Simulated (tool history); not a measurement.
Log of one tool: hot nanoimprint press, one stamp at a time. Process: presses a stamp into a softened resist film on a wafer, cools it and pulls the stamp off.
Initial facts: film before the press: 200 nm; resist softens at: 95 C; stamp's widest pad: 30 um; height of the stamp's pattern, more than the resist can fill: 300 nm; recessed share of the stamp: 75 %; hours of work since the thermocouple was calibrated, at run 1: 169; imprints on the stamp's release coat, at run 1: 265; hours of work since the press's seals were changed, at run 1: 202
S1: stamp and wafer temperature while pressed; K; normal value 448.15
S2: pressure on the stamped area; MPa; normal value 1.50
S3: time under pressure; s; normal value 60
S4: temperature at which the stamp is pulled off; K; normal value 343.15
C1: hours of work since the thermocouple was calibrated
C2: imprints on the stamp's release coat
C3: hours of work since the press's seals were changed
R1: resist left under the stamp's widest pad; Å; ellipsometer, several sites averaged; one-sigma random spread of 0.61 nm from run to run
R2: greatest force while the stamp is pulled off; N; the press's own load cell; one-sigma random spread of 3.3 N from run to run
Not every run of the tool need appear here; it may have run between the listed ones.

run     day      S1    S2   S3      S4   C1    C2   C3    R1   R2
  1   0.000  448.15  1.50   60  343.15  169   265  202   771  246
  2   0.738  448.15  1.50   60  343.15  179   303  212   771  241
  3   1.275  457.15  1.50   60  343.15  186   331  219   534  248
  4   1.888  448.15  1.50   60  343.15  194   363  227   764  247
  5   2.533  448.15  1.50   60  343.15  203   396  236   784  244
  6   3.250  448.15  0.98   60  343.15  213   434  245   958  249
  7   3.867  448.15  0.98   88  343.15  221   466  254   838  254
  8   4.212  448.15  1.50   60  343.15  225   484  258   767  251
  9   4.758  448.15  1.50   60  343.15  233   512  266   786  250
 10   5.279  448.15  1.50   60  343.15  240   539  273   780  250
 11   5.600  448.15  1.12   60  343.15  244   556  277   907  255
 12   5.962  450.15  1.12   60  343.15  249   575  282   837  255
 13   6.646  448.15  1.50   35  343.15  258   610  291   950  261
 14   7.017  448.15  1.50   35  343.15  263   629  296   952  253
 15   7.367  448.15  1.50   60  343.15  267   647  300   797  260
 16   8.033  436.15  1.61   81  347.15  276   682  309  1157  249
 17   8.600  436.15  1.61   81  347.15  284   712  317  1178  253
 18   9.304  447.15  1.12   60  343.15  293   748  326   961  259
 19   9.850  455.15  0.92   60  348.15  301   776  333   765  255
 20  10.583  448.15  0.95   60  333.15  310   815  343   981  287
 21  11.162  446.15  1.50   45  343.15  318   845  351   947  263
 22  11.488  446.15  1.50   45  343.15  322   861  355   971  262
 23  11.821  437.15  0.91   45  337.15  327   879  360  1571  278
 24  12.458  437.15  0.91   45  337.15  335   912  368  1575  276
 25  13.138  437.15  0.91   45  337.15  344   947  377  1569  279
     13.421  -- plate thermocouple calibrated
 26  13.971  448.15  1.06  119  343.15    7   984  387   702  272
 27  14.304  447.15  1.16   53  348.15   12  1001  391   944  256
     15.017  -- stamp cleaned and given a new release coat
 28  15.225  440.15  2.05   70  335.15   21    11  400   892  246
 29  15.604  448.15  1.60   60  347.15   26    31  405   744  230

Alternative continuations, all from the tool just after run 29; predict every row:
  A  15.962  448.15  1.50  99  343.15  31  49  410   ?   ?
  B  15.962  457.15  1.60  41  347.15  31  49  410   ?   ?
  C  15.962  441.15  1.62  60  343.15  31  49  410   ?   ?
  D  15.962  448.15  1.50  60  344.15  31  49  410   ?   ?

run   R1   R2
  A  644  233
  B  601  227
  C  996  233
  D  774  234
Without the tool's hidden state the same runs would have given:
run   R1   R2
  A  626  231
  B  584  225
  C  970  231
  D  753  232
